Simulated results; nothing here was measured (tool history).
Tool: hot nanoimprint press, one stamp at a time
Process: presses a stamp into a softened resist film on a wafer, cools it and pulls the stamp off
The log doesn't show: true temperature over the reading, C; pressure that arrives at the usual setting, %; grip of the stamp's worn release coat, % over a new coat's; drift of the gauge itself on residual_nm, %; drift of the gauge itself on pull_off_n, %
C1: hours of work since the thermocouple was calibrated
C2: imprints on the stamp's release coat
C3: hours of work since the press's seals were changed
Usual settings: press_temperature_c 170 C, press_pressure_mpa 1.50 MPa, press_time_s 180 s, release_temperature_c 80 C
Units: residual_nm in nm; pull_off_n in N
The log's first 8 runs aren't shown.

run 9 hour=62.9 | press_temperature_c=177 press_pressure_mpa=1.50 press_time_s=180 release_temperature_c=80 | C1=244 C2=849 C3=186 | residual_nm=78.4 pull_off_n=261
run 10 hour=72.9 | press_temperature_c=177 press_pressure_mpa=1.92 press_time_s=180 release_temperature_c=80 | C1=249 C2=880 C3=192 | residual_nm=68.3 pull_off_n=259
run 11 hour=83.1 | press_temperature_c=170 press_pressure_mpa=1.50 press_time_s=180 release_temperature_c=85 | C1=254 C2=912 C3=197 | residual_nm=114.3 pull_off_n=242
-- hour=86.6 plate thermocouple calibrated
run 12 hour=93.6 | press_temperature_c=170 press_pressure_mpa=1.50 press_time_s=180 release_temperature_c=85 | C1=4 C2=935 C3=200 | residual_nm=114.7 pull_off_n=242
run 13 hour=101.7 | press_temperature_c=170 press_pressure_mpa=1.50 press_time_s=180 release_temperature_c=85 | C1=8 C2=961 C3=205 | residual_nm=114.9 pull_off_n=250
run 14 hour=111.0 | press_temperature_c=170 press_pressure_mpa=1.50 press_time_s=180 release_temperature_c=85 | C1=12 C2=990 C3=209 | residual_nm=115.9 pull_off_n=256
run 15 hour=115.8 | press_temperature_c=170 press_pressure_mpa=1.50 press_time_s=180 release_temperature_c=81 | C1=15 C2=1005 C3=212 | residual_nm=114.8 pull_off_n=269
run 16 hour=124.7 | press_temperature_c=170 press_pressure_mpa=1.50 press_time_s=180 release_temperature_c=81 | C1=19 C2=1033 C3=216 | residual_nm=116.6 pull_off_n=271
run 17 hour=134.7 | press_temperature_c=170 press_pressure_mpa=1.50 press_time_s=180 release_temperature_c=81 | C1=24 C2=1065 C3=221 | residual_nm=116.4 pull_off_n=272

The next listed run, before its measurement:
-- hour=143.9 plate thermocouple calibrated, once more
run 18 hour=145.7 | press_temperature_c=170 press_pressure_mpa=1.50 press_time_s=180 release_temperature_c=81 | C1=1 C2=1090 C3=225 | residual_nm=? pull_off_n=?

{"run 18": {"residual_nm": 108.5, "pull_off_n": 274}}
Without the tool's hidden state the same run would have given residual_nm 108.1 nm, pull_off_n 203 N.

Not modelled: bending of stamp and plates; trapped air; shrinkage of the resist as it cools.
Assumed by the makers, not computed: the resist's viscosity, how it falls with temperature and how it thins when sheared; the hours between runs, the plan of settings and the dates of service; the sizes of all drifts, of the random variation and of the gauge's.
